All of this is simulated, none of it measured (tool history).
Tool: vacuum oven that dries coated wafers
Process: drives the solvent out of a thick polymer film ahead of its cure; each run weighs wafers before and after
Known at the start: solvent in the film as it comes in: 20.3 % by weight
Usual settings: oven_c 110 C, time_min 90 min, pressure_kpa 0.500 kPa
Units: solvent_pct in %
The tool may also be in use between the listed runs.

run	hour	oven_c	time_min	pressure_kpa	solvent_pct
1	0.0	110	90	0.500	1.93
2	30.0	110	90	0.500	1.92
3	54.4	108	90	0.500	2.30
4	80.7	108	90	0.500	2.31
5	101.5	108	90	0.384	2.26
6	123.5	108	90	0.384	2.28
7	146.8	108	90	0.384	2.24
8	166.0	108	90	0.384	2.28
9	183.7	108	90	0.384	2.25
10	197.7	108	90	0.384	2.28
11	218.1	108	90	0.384	2.28
12	236.0	108	90	0.384	2.27
13	253.2	108	90	0.384	2.28
14	275.2	110	90	0.524	2.00
15	288.7	104	79	0.322	3.79
16	306.7	110	50	0.500	4.89
17	320.4	110	50	0.500	4.87
18	333.8	110	50	0.283	4.80
19	362.1	102	49	0.340	7.16
20	391.9	123	69	0.457	0.99
21	417.3	110	124	0.500	1.02
22	445.1	110	124	0.500	1.04
23	471.9	110	124	0.500	1.05
24	488.5	117	90	1.126	1.32
25	507.1	118	83	0.500	1.11
26	534.4	118	83	0.500	1.11
27	546.7	101	53	0.760	7.22

3 ways to go on from here, each from the tool as it stands after run 27. What would each give?
A	564.4	109	90	0.500	?
B	564.4	110	90	1.011	?
C	564.4	120	139	1.511	?

run	solvent_pct
A	2.20
B	2.30
C	0.74
Without the tool's hidden state the same runs would have given:
run	solvent_pct
A	2.14
B	2.24
C	0.71
